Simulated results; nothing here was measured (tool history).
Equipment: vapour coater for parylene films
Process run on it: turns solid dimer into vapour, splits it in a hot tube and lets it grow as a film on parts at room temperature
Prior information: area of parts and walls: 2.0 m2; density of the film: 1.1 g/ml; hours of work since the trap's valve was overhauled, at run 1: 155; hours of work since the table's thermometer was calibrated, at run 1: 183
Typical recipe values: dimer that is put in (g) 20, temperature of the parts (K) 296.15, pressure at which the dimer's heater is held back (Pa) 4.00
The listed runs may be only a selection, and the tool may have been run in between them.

run	day	dimer that is put in (g)	temperature of the parts (K)	pressure at which the dimer's heater is held back (Pa)	hours of work since the trap's valve was overhauled	hours of work since the table's thermometer was calibrated	thickness of the film (nm)
1	0.000	20	296.15	4.00	155	183	5110
2	0.971	20	306.15	4.00	173	201	3860
3	2.358	20	306.15	4.00	198	226	3780
4	3.629	20	306.15	4.00	221	249	3770
5	5.262	20	306.15	7.20	251	279	3490
6	6.667	20	306.15	7.20	277	305	3380
7	7.792	14	296.15	4.00	297	325	3480
8	9.246	19	307.15	10.18	324	352	2990

Run 9, settings as shown, results not yet in. Your forecast:
9	10.821	20	296.15	9.24	352	380	?

thickness of the film (nm): 4280
Take away the tool's hidden state, keep the run-to-run variation as it was, and the same run would have given thickness of the film (nm) 4600.

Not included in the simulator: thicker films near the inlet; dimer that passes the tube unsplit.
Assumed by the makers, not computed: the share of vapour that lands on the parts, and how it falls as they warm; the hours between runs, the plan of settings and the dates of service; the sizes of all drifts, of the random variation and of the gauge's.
